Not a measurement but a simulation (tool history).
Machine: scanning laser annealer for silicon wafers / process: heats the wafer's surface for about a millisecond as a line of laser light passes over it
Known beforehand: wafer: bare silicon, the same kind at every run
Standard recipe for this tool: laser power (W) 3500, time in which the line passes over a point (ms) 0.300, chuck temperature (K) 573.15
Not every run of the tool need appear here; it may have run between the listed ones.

run    hour  laser power (W)  time in which the line passes over a point (ms)  chuck temperature (K)  highest temperature of the surface (K)
  1     0.0             3500                                            0.300                 573.15                                 1417.15
  2    46.2             3500                                            0.300                 593.15                                 1436.15
  3    93.5             3500                                            0.300                 593.15                                 1431.15
  4   131.7             3500                                            0.300                 593.15                                 1434.15
  5   178.4             3500                                            0.300                 599.15                                 1435.15
  6   241.2             3500                                            0.300                 573.15                                 1403.15
  7   295.7             3500                                            0.300                 573.15                                 1398.15
  8   367.3             3500                                            0.300                 573.15                                 1396.15
  9   426.4             3500                                            0.300                 573.15                                 1393.15
      436.9  -- window over the wafer cleaned
 10   485.7             3500                                            0.300                 573.15                                 1417.15
 11   518.2             3500                                            0.300                 573.15                                 1415.15
      557.5  -- optics aligned, line set to its width
 12   584.7             3500                                            0.300                 573.15                                 1412.15
 13   618.3             3500                                            0.300                 572.15                                 1405.15
 14   678.3             3500                                            0.300                 572.15                                 1400.15
 15   738.2             3500                                            0.300                 585.15                                 1408.15
 16   771.2             3500                                            0.300                 573.15                                 1394.15
      793.2  -- optics aligned, line set to its width, once more
 17   806.8             3500                                            0.300                 573.15                                 1412.15
 18   869.8             3411                                            0.300                 573.15                                 1389.15
 19   937.4             3411                                            0.300                 573.15                                 1385.15
      952.0  -- window over the wafer cleaned
 20  1003.8             3411                                            0.300                 573.15                                 1412.15
 21  1056.5             3411                                            0.300                 552.15                                 1385.15
 22  1091.6             3411                                            0.300                 552.15                                 1386.15
 23  1148.5             3411                                            0.293                 585.15                                 1401.15
 24  1185.3             3016                                            0.223                 589.15                                 1219.15
 25  1221.1             3141                                            0.247                 573.15                                 1262.15
 26  1277.8             3641                                            0.286                 573.15                                 1421.15
 27  1331.9             3751                                            0.354                 609.15                                 1586.15
 28  1393.3             3751                                            0.354                 609.15                                 1582.15
     1454.2  -- window over the wafer cleaned
 29  1454.2             3613                                            0.309                 557.15                                 1459.15
 30  1493.2             3613                                            0.337                 557.15                                 1496.15
 31  1527.9             3807                                            0.337                 549.15                                 1537.15
 32  1585.8             3807                                            0.337                 549.15                                 1530.15
 33  1644.0             3046                                            0.234                 549.15                                 1200.15
 34  1694.9             3046                                            0.234                 549.15                                 1200.15
 35  1761.3             2993                                            0.227                 572.15                                 1196.15
 36  1808.7             3749                                            0.300                 596.15                                 1487.15
 37  1864.7             3246                                            0.300                 555.15                                 1336.15
     1892.9  -- laser's power meter calibrated
 38  1934.4             3394                                            0.371                 593.15                                 1463.15
     1962.9  -- window over the wafer cleaned
 39  1967.9             3760                                            0.308                 575.15                                 1479.15

Each run again, without the hidden state but with its own random variation kept:
Unlogged tool condition in this case: light that passes the window, % of a clean one's; laser's true power over the reading, %; width of the line over the set one, %; drift of the gauge itself on peak_c, C.
run  highest temperature of the surface (K)
  1                                 1415.15
  2                                 1437.15
  3                                 1435.15
  4                                 1440.15
  5                                 1444.15
  6                                 1415.15
  7                                 1414.15
  8                                 1417.15
  9                                 1419.15
 10                                 1415.15
 11                                 1415.15
 12                                 1421.15
 13                                 1416.15
 14                                 1414.15
 15                                 1426.15
 16                                 1414.15
 17                                 1415.15
 18                                 1397.15
 19                                 1396.15
 20                                 1398.15
 21                                 1374.15
 22                                 1378.15
 23                                 1397.15
 24                                 1217.15
 25                                 1262.15
 26                                 1425.15
 27                                 1594.15
 28                                 1595.15
 29                                 1441.15
 30                                 1479.15
 31                                 1522.15
 32                                 1520.15
 33                                 1196.15
 34                                 1199.15
 35                                 1198.15
 36                                 1493.15
 37                                 1344.15
 38                                 1509.15
 39                                 1490.15
